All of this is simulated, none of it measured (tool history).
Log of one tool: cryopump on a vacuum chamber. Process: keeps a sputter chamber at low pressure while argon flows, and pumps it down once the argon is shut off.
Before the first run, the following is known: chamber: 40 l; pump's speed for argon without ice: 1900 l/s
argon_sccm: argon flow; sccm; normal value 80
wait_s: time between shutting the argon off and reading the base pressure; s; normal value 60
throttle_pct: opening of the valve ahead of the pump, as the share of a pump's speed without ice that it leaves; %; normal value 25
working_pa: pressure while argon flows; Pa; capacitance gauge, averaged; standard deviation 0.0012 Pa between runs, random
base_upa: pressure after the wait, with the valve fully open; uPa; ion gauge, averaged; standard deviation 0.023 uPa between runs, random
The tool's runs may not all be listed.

run   hour  argon_sccm  wait_s  throttle_pct  working_pa  base_upa
  1    0.0          80      60            25      0.2920      1.62
  2    9.4          80      60            25      0.2887      1.64
  3   18.7          80      60            25      0.2870      1.65
  4   29.5          80      60            25      0.2895      1.68
  5   40.3          80      60            25      0.2892      1.63
  6   53.1          80      60            25      0.2915      1.72
  7   63.1          80      60            25      0.2896      1.74
  8   76.1          80      60            25      0.2906      1.77
  9   85.4          80      60            25      0.2890      1.74
 10   98.3          80      60            25      0.2890      1.76
 11  114.0          80      60            25      0.2921      1.82
 12  123.2          80      60            25      0.2914      1.75
 13  137.0          80      60            25      0.2914      1.81
 14  152.3          80      60            25      0.2919      1.89
 15  164.6          80      60            25      0.2912      1.90
 16  180.0          60      60            25      0.2191      1.89
 17  188.0          60      60            25      0.2190      1.84
 18  199.0          60      60            25      0.2183      1.91
 19  214.2          55     252            25      0.2017      1.50
 20  227.6          46     222            45      0.0961      1.55
 21  238.1          62      87            56      0.1037      1.80
 22  251.3         122      77            25      0.4445      1.83

Run 23 is up next; what results do you expect?
 23  267.0         122      77            25           ?         ?

Logged for run 23: working_pa 0.4470 Pa, base_upa 1.86 uPa.
With no hidden state in the tool, this same run would have given working_pa 0.4351 Pa, base_upa 0.56 uPa.

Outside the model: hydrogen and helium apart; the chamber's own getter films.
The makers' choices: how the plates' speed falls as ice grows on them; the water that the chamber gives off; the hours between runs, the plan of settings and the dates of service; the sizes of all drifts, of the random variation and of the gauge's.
